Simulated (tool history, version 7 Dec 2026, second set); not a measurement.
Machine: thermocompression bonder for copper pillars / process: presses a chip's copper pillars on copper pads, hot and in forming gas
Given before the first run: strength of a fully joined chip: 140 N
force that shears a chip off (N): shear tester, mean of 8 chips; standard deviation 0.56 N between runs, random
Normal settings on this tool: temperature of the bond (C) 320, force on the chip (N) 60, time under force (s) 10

| run | day | temperature of the bond (C) | force on the chip (N) | time under force (s) | force that shears a chip off (N) |
|---|---|---|---|---|---|
| 1 | 0.000 | 320 | 60 | 10 | 89.2 |
| 2 | 2.092 | 320 | 60 | 10 | 89.4 |
| 3 | 4.188 | 320 | 60 | 10 | 88.7 |
|  | 5.508 | forming gas filter changed |
| 4 | 6.354 | 320 | 60 | 10 | 91.0 |
| 5 | 7.679 | 320 | 60 | 10 | 90.9 |
| 6 | 9.038 | 320 | 60 | 10 | 90.8 |
| 7 | 10.871 | 320 | 51 | 10 | 85.6 |
| 8 | 13.708 | 320 | 51 | 10 | 83.0 |
| 9 | 15.054 | 320 | 51 | 10 | 83.3 |
| 10 | 16.621 | 320 | 51 | 10 | 83.1 |
| 11 | 18.712 | 305 | 60 | 7 | 71.5 |
|  | 19.679 | forming gas filter changed |
| 12 | 19.929 | 320 | 39 | 15 | 83.0 |
| 13 | 21.712 | 296 | 60 | 10 | 75.3 |
| 14 | 23.629 | 308 | 46 | 7 | 63.6 |
| 15 | 26.138 | 298 | 47 | 7 | 57.9 |
| 16 | 28.183 | 320 | 60 | 12 | 95.6 |
| 17 | 30.750 | 323 | 60 | 22 | 110.7 |
|  | 32.812 | force cell calibrated |
| 18 | 33.488 | 329 | 60 | 6 | 87.7 |

Alternative continuations, all from the tool just after run 18; predict every row:
|  | 33.871 | forming gas filter changed |
| A | 35.746 | 335 | 55 | 28 | ? |
|  | 33.871 | forming gas filter changed |
| B | 35.746 | 329 | 53 | 29 | ? |
|  | 33.871 | forming gas filter changed |
| C | 35.746 | 329 | 60 | 6 | ? |
|  | 33.871 | forming gas filter changed |
| D | 35.746 | 320 | 41 | 11 | ? |
|  | 33.871 | forming gas filter changed |
| E | 35.746 | 345 | 60 | 14 | ? |

| run | force that shears a chip off (N) |
|---|---|
| A | 123.6 |
| B | 122.0 |
| C | 90.2 |
| D | 82.0 |
| E | 119.4 |
Without the tool's hidden state the same runs would have given:
| run | force that shears a chip off (N) |
|---|---|
| A | 121.3 |
| B | 119.3 |
| C | 86.2 |
| D | 77.8 |
| E | 116.7 |

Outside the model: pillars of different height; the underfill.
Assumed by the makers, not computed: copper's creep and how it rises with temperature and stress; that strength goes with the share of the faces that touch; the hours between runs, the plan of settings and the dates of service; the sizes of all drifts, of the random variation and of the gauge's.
